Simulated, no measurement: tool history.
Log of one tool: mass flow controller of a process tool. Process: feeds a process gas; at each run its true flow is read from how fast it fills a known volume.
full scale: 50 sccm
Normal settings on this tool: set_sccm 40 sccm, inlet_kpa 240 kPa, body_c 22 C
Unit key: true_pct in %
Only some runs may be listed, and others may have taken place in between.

{"run": 1, "day": 0.0, "set_sccm": 40, "inlet_kpa": 240, "body_c": 22, "true_pct": 99.13}
{"run": 2, "day": 4.367, "set_sccm": 40, "inlet_kpa": 240, "body_c": 22, "true_pct": 98.98}
{"run": 3, "day": 12.162, "set_sccm": 40, "inlet_kpa": 240, "body_c": 22, "true_pct": 98.86}
{"run": 4, "day": 20.208, "set_sccm": 5, "inlet_kpa": 240, "body_c": 22, "true_pct": 97.41}
{"run": 5, "day": 25.375, "set_sccm": 5, "inlet_kpa": 240, "body_c": 22, "true_pct": 97.21}
{"run": 6, "day": 34.771, "set_sccm": 5, "inlet_kpa": 240, "body_c": 26, "true_pct": 97.28}
{"run": 7, "day": 44.633, "set_sccm": 5, "inlet_kpa": 240, "body_c": 26, "true_pct": 97.02}
{"run": 8, "day": 50.758, "set_sccm": 40, "inlet_kpa": 240, "body_c": 22, "true_pct": 98.44}
{"run": 9, "day": 60.017, "set_sccm": 40, "inlet_kpa": 240, "body_c": 34, "true_pct": 98.97}
{"run": 10, "day": 68.933, "set_sccm": 40, "inlet_kpa": 240, "body_c": 34, "true_pct": 98.74}
{"run": 11, "day": 77.204, "set_sccm": 40, "inlet_kpa": 240, "body_c": 23, "true_pct": 98.22}
{"run": 12, "day": 82.883, "set_sccm": 5, "inlet_kpa": 240, "body_c": 22, "true_pct": 95.66}
{"run": 13, "day": 92.658, "set_sccm": 40, "inlet_kpa": 240, "body_c": 22, "true_pct": 97.82}
{"run": 14, "day": 102.142, "set_sccm": 40, "inlet_kpa": 240, "body_c": 22, "true_pct": 97.82}
{"run": 15, "day": 109.967, "set_sccm": 22, "inlet_kpa": 240, "body_c": 22, "true_pct": 97.24}
{"run": 16, "day": 119.717, "set_sccm": 5, "inlet_kpa": 240, "body_c": 22, "true_pct": 92.58}
{"run": 17, "day": 127.921, "set_sccm": 5, "inlet_kpa": 240, "body_c": 22, "true_pct": 92.49}
{"run": 18, "day": 137.721, "set_sccm": 5, "inlet_kpa": 240, "body_c": 22, "true_pct": 92.17}
{"run": 19, "day": 147.479, "set_sccm": 5, "inlet_kpa": 240, "body_c": 32, "true_pct": 97.5}
{"run": 20, "day": 156.725, "set_sccm": 27, "inlet_kpa": 196, "body_c": 32, "true_pct": 98.2}
{"run": 21, "day": 163.671, "set_sccm": 7, "inlet_kpa": 141, "body_c": 32, "true_pct": 97.94}
{"run": 22, "day": 168.175, "set_sccm": 28, "inlet_kpa": 165, "body_c": 37, "true_pct": 98.59}
{"run": 23, "day": 173.058, "set_sccm": 28, "inlet_kpa": 165, "body_c": 37, "true_pct": 98.52}
{"run": 24, "day": 182.642, "set_sccm": 40, "inlet_kpa": 240, "body_c": 31, "true_pct": 97.58}
{"run": 25, "day": 188.396, "set_sccm": 5, "inlet_kpa": 275, "body_c": 26, "true_pct": 95.8}
{"run": 26, "day": 193.15, "set_sccm": 47, "inlet_kpa": 193, "body_c": 22, "true_pct": 97.41}
{"run": 27, "day": 199.608, "set_sccm": 47, "inlet_kpa": 193, "body_c": 22, "true_pct": 97.27}
{"run": 28, "day": 207.404, "set_sccm": 47, "inlet_kpa": 193, "body_c": 22, "true_pct": 97.36}
{"run": 29, "day": 211.521, "set_sccm": 47, "inlet_kpa": 193, "body_c": 22, "true_pct": 97.15}
{"run": 30, "day": 216.15, "set_sccm": 40, "inlet_kpa": 193, "body_c": 22, "true_pct": 97.03}
{"run": 31, "day": 224.721, "set_sccm": 15, "inlet_kpa": 193, "body_c": 22, "true_pct": 96.46}
{"run": 32, "day": 230.896, "set_sccm": 19, "inlet_kpa": 258, "body_c": 34, "true_pct": 96.66}
{"run": 33, "day": 235.688, "set_sccm": 40, "inlet_kpa": 170, "body_c": 25, "true_pct": 97.07}
{"run": 34, "day": 243.171, "set_sccm": 40, "inlet_kpa": 200, "body_c": 33, "true_pct": 97.33}
{"run": 35, "day": 248.042, "set_sccm": 40, "inlet_kpa": 200, "body_c": 33, "true_pct": 97.21}
{"run": 36, "day": 255.092, "set_sccm": 40, "inlet_kpa": 200, "body_c": 33, "true_pct": 97.04}
{"run": 37, "day": 263.388, "set_sccm": 40, "inlet_kpa": 200, "body_c": 33, "true_pct": 97.06}

Not shown: 2 entries that the log had between the listed runs. Between which runs, and how does the tool's hidden state differ before and after?
In the gap between runs 15 and 16: controller's zero set anew (day 110.738)
  flow at rest that the sensor doesn't see, % of full scale: -0.293 -> -0.494; true flow over the shown one, %: -1.45 -> -1.55
  the result without the hidden state subtracted from the measured one, true_pct: -2.11 -> -6.48 %
In the gap between runs 18 and 19: controller's zero set anew, once more (day 139.65)
  flow at rest that the sensor doesn't see, % of full scale: -0.529 -> -0.027; true flow over the shown one, %: -1.73 -> -1.83
  the result without the hidden state subtracted from the measured one, true_pct: -7.01 -> -2.1 %
